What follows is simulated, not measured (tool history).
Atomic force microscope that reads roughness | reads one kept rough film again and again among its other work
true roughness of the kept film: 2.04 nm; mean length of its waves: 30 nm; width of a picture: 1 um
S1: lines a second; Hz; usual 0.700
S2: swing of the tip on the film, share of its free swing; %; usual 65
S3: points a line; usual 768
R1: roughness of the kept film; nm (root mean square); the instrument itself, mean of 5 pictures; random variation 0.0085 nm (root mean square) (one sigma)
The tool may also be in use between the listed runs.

Run 1, day 0.000: usual settings. Result: R1 1.680 nm (root mean square).
Run 2, day 0.400: usual settings. Result: R1 1.650 nm (root mean square).
At day 0.771: new tip fitted.
Run 3, day 1.162: usual settings. Result: R1 1.801 nm (root mean square).
Run 4, day 1.742: usual settings. Result: R1 1.757 nm (root mean square).
Run 5, day 2.175: usual settings. Result: R1 1.721 nm (root mean square).
Run 6, day 2.854: usual settings. Result: R1 1.662 nm (root mean square).
At day 3.683: new tip fitted.
Run 7, day 3.683: usual settings. Result: R1 1.839 nm (root mean square).
Run 8, day 4.433: usual settings. Result: R1 1.778 nm (root mean square).
Run 9, day 4.883: usual settings but S1 0.971 Hz, S3 381. Result: R1 1.712 nm (root mean square).
At day 4.962: height scale calibrated on a step standard.
Run 10, day 5.721: usual settings but S1 1.157 Hz, S2 87 %, S3 796. Result: R1 1.497 nm (root mean square).
Run 11, day 6.246: usual settings but S1 1.157 Hz, S2 87 %, S3 796. Result: R1 1.466 nm (root mean square).
At day 6.629: new tip fitted.
Run 12, day 6.921: usual settings but S1 1.157 Hz, S2 74 %, S3 820. Result: R1 1.727 nm (root mean square).
At day 7.525: height scale calibrated on a step standard, once more.
Run 13, day 7.712: usual settings but S1 1.157 Hz, S2 74 %, S3 820. Result: R1 1.681 nm (root mean square).
Run 14, day 8.517: usual settings but S1 1.026 Hz, S2 89 %, S3 820. Result: R1 1.507 nm (root mean square).
Run 15, day 9.196: usual settings but S1 1.026 Hz, S2 89 %, S3 820. Result: R1 1.472 nm (root mean square).

5 ways to go on from here, each from the tool as it stands after run 15. What would each give?
At day 9.583: new tip fitted.
Run A, day 9.583: usual settings but S1 0.718 Hz, S2 66 %, S3 742. Result: R1 ?.
At day 9.583: new tip fitted.
Run B, day 9.583: usual settings but S1 0.683 Hz, S2 89 %, S3 820. Result: R1 ?.
At day 9.583: new tip fitted.
Run C, day 9.583: usual settings but S1 0.704 Hz. Result: R1 ?.
At day 9.583: new tip fitted.
Run D, day 9.583: usual settings but S2 59 %, S3 279. Result: R1 ?.
At day 9.583: new tip fitted.
Run E, day 9.583: usual settings but S1 1.026 Hz, S2 89 %, S3 336. Result: R1 ?.

run     R1
  A  1.869
  B  1.734
  C  1.852
  D  1.841
  E  1.646
Without the tool's hidden state the same runs would have given:
run     R1
  A  1.876
  B  1.740
  C  1.859
  D  1.848
  E  1.652

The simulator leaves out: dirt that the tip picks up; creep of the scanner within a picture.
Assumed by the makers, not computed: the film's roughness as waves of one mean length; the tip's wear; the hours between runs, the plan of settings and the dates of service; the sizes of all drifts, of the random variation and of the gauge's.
